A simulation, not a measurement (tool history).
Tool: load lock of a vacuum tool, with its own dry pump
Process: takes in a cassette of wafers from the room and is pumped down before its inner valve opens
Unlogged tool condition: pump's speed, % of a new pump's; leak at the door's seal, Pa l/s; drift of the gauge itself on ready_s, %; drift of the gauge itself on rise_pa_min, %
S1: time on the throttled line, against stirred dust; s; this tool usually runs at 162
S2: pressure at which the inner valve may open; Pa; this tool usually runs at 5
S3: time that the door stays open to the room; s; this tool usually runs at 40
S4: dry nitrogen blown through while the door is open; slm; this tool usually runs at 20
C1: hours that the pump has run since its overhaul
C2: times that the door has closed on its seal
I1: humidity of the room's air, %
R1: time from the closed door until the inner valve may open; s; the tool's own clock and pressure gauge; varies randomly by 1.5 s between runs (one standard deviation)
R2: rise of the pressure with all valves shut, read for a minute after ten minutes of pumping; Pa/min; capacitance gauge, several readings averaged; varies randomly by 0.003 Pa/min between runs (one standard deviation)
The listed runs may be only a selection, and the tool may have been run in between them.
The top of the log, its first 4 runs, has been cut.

run 5 day=12.179 | S1=162 S2=5 S3=40 S4=20 | C1=9298 C2=7165 | I1=44.9 | R1=259.8 R2=0.026
run 6 day=14.600 | S1=162 S2=5 S3=40 S4=20 | C1=9356 C2=7263 | I1=48.8 | R1=258.7 R2=0.030
run 7 day=19.083 | S1=162 S2=5 S3=40 S4=20 | C1=9464 C2=7442 | I1=43.5 | R1=259.3 R2=0.027
run 8 day=24.133 | S1=162 S2=5 S3=40 S4=20 | C1=9585 C2=7644 | I1=47.0 | R1=257.9 R2=0.031
run 9 day=29.267 | S1=162 S2=5 S3=40 S4=20 | C1=9708 C2=7850 | I1=40.4 | R1=260.0 R2=0.023
run 10 day=33.829 | S1=162 S2=5 S3=40 S4=20 | C1=9817 C2=8033 | I1=46.2 | R1=260.6 R2=0.029
run 11 day=36.125 | S1=162 S2=5 S3=40 S4=20 | C1=9873 C2=8125 | I1=44.2 | R1=260.3 R2=0.030
run 12 day=39.046 | S1=162 S2=5 S3=40 S4=20 | C1=9943 C2=8242 | I1=44.2 | R1=262.2 R2=0.026
run 13 day=43.746 | S1=162 S2=5 S3=40 S4=20 | C1=10055 C2=8430 | I1=45.2 | R1=259.0 R2=0.023
run 14 day=48.567 | S1=162 S2=5 S3=40 S4=20 | C1=10171 C2=8623 | I1=46.4 | R1=259.2 R2=0.029
run 15 day=52.400 | S1=162 S2=5 S3=40 S4=20 | C1=10263 C2=8777 | I1=42.3 | R1=258.2 R2=0.027
run 16 day=57.500 | S1=162 S2=10 S3=40 S4=20 | C1=10386 C2=8981 | I1=49.1 | R1=251.9 R2=0.035
run 17 day=61.367 | S1=162 S2=5 S3=144 S4=20 | C1=10478 C2=9136 | I1=49.1 | R1=258.9 R2=0.057
run 18 day=66.550 | S1=162 S2=5 S3=144 S4=20 | C1=10603 C2=9344 | I1=43.2 | R1=257.3 R2=0.049
run 19 day=69.754 | S1=162 S2=5 S3=144 S4=20 | C1=10680 C2=9472 | I1=44.6 | R1=256.8 R2=0.054
run 20 day=74.525 | S1=162 S2=5 S3=144 S4=20 | C1=10794 C2=9663 | I1=45.8 | R1=260.2 R2=0.049
run 21 day=77.500 | S1=190 S2=4 S3=144 S4=12 | C1=10866 C2=9782 | I1=43.8 | R1=287.5 R2=0.060
run 22 day=80.117 | S1=162 S2=5 S3=228 S4=20 | C1=10928 C2=9887 | I1=43.4 | R1=259.1 R2=0.061
run 23 day=82.338 | S1=162 S2=5 S3=207 S4=20 | C1=10982 C2=9976 | I1=40.0 | R1=259.4 R2=0.055
run 24 day=86.867 | S1=162 S2=6 S3=230 S4=20 | C1=11090 C2=10157 | I1=44.3 | R1=255.6 R2=0.065
run 25 day=91.654 | S1=162 S2=8 S3=93 S4=41 | C1=11205 C2=10349 | I1=48.2 | R1=255.0 R2=0.034
run 26 day=96.558 | S1=162 S2=8 S3=93 S4=41 | C1=11323 C2=10546 | I1=47.6 | R1=253.6 R2=0.039
-- day=97.696 dry pump taken out, an overhauled one fitted
run 27 day=100.150 | S1=162 S2=8 S3=93 S4=41 | C1=59 C2=10679 | I1=49.2 | R1=240.2 R2=0.039
run 28 day=102.512 | S1=162 S2=6 S3=129 S4=20 | C1=116 C2=10774 | I1=46.6 | R1=243.3 R2=0.056

Run 29, settings as shown, results not yet in. Your forecast:
run 29 day=104.683 | S1=164 S2=4 S3=40 S4=20 | C1=168 C2=10861 | I1=45.2 | R1=? R2=?

R1: 251.2 s
R2: 0.032 Pa/min
Had the tool carried no hidden state, the very same run would have given R1 250.6 s, R2 0.022 Pa/min.
